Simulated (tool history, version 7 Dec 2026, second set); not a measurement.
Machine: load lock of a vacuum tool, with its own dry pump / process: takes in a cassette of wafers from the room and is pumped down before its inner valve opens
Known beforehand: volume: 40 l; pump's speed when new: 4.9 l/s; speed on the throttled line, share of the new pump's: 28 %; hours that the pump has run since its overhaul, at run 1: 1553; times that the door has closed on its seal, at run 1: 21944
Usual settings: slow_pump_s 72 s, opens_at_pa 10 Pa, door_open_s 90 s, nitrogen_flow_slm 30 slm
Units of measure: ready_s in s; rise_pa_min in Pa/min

| run | day | slow_pump_s | opens_at_pa | door_open_s | nitrogen_flow_slm | hours that the pump has run since its overhaul | times that the door has closed on its seal | incoming humidity of the room's air, % | ready_s | rise_pa_min |
|---|---|---|---|---|---|---|---|---|---|---|
| 1 | 0 | 72 | 10 | 90 | 30 | 1553 | 21944 | 45.8 | 124.6 | 0.05 |
| 2 | 5.783 | 72 | 10 | 90 | 30 | 1692 | 22411 | 45.3 | 126.8 | 0.05 |
| 3 | 10.529 | 72 | 10 | 35 | 30 | 1806 | 22795 | 47.1 | 127 | 0.037 |
|  | 13.104 | door's seal changed, seat wiped |
| 4 | 15.371 | 72 | 10 | 35 | 30 | 1920 | 183 | 43.6 | 126.6 | 0.029 |
| 5 | 21.079 | 72 | 10 | 35 | 39 | 2058 | 644 | 48.3 | 127.1 | 0.026 |
| 6 | 24.925 | 72 | 10 | 90 | 15 | 2150 | 955 | 48 | 128.1 | 0.067 |
| 7 | 30.3 | 72 | 10 | 196 | 30 | 2279 | 1389 | 45.4 | 125.3 | 0.06 |
| 8 | 34.875 | 72 | 10 | 196 | 30 | 2389 | 1759 | 45.4 | 128.1 | 0.061 |
| 9 | 40.333 | 72 | 10 | 196 | 30 | 2520 | 2200 | 45.9 | 126.2 | 0.059 |
| 10 | 43.312 | 72 | 10 | 90 | 31 | 2591 | 2440 | 43.9 | 126.6 | 0.04 |
| 11 | 46.321 | 72 | 10 | 37 | 30 | 2663 | 2684 | 41 | 126.8 | 0.033 |
| 12 | 49.042 | 54 | 10 | 37 | 30 | 2729 | 2903 | 47.6 | 113.6 | 0.035 |
| 13 | 53.558 | 122 | 10 | 90 | 30 | 2837 | 3268 | 48.2 | 163.7 | 0.047 |
| 14 | 59.329 | 122 | 10 | 90 | 30 | 2975 | 3734 | 44 | 164.7 | 0.047 |
| 15 | 64.338 | 73 | 10 | 90 | 30 | 3096 | 4139 | 46.6 | 128.5 | 0.046 |
| 16 | 69.892 | 72 | 10 | 90 | 30 | 3229 | 4588 | 44.5 | 126.2 | 0.047 |
| 17 | 75.046 | 72 | 10 | 37 | 30 | 3353 | 5004 | 44.5 | 127.5 | 0.023 |
| 18 | 80.262 | 51 | 10 | 90 | 30 | 3478 | 5426 | 43.4 | 112 | 0.047 |
| 19 | 83.438 | 51 | 10 | 192 | 11 | 3554 | 5682 | 45.3 | 110.7 | 0.094 |
| 20 | 89.238 | 72 | 10 | 64 | 30 | 3693 | 6151 | 42.2 | 127.1 | 0.039 |
| 21 | 94.612 | 41 | 10 | 53 | 16 | 3822 | 6585 | 41.5 | 105.2 | 0.045 |
| 22 | 98.75 | 41 | 10 | 53 | 16 | 3922 | 6919 | 46.9 | 103.6 | 0.052 |
| 23 | 101.962 | 72 | 8 | 36 | 30 | 3999 | 7179 | 45.2 | 129.1 | 0.03 |
| 24 | 105.454 | 72 | 10 | 154 | 30 | 4082 | 7461 | 44.4 | 128.9 | 0.054 |
| 25 | 111.033 | 120 | 14 | 92 | 30 | 4216 | 7912 | 48.7 | 157.5 | 0.057 |
| 26 | 113.733 | 120 | 14 | 92 | 30 | 4281 | 8130 | 43.3 | 157.2 | 0.043 |
| 27 | 117.021 | 41 | 10 | 35 | 15 | 4360 | 8395 | 46 | 104.7 | 0.046 |
| 28 | 120.596 | 121 | 10 | 236 | 20 | 4446 | 8684 | 44.6 | 163.4 | 0.079 |
| 29 | 126.092 | 121 | 14 | 236 | 13 | 4578 | 9128 | 45.9 | 158.1 | 0.101 |
| 30 | 130.729 | 65 | 7 | 96 | 25 | 4689 | 9503 | 44.1 | 125.4 | 0.046 |
| 31 | 134.1 | 65 | 7 | 96 | 25 | 4770 | 9775 | 48.3 | 124.8 | 0.057 |
| 32 | 138.808 | 72 | 10 | 90 | 11 | 4883 | 10156 | 44.3 | 126.9 | 0.071 |
| 33 | 144.604 | 72 | 10 | 169 | 30 | 5022 | 10624 | 42.3 | 126 | 0.045 |
| 34 | 148.35 | 72 | 10 | 38 | 30 | 5112 | 10927 | 44.2 | 126.5 | 0.026 |
| 35 | 154.446 | 56 | 10 | 90 | 10 | 5258 | 11419 | 45.2 | 116.3 | 0.078 |
| 36 | 157.217 | 72 | 20 | 31 | 30 | 5325 | 11643 | 40.6 | 121.4 | 0.022 |

What differs in the tool's unlogged condition from the final listed run ahead of each entry between runs to the first listed run following it?
Run 3 -> run 4: door's seal changed, seat wiped (day 13.104)
  leak at the door's seal, Pa l/s: 0.0032 -> 0.002
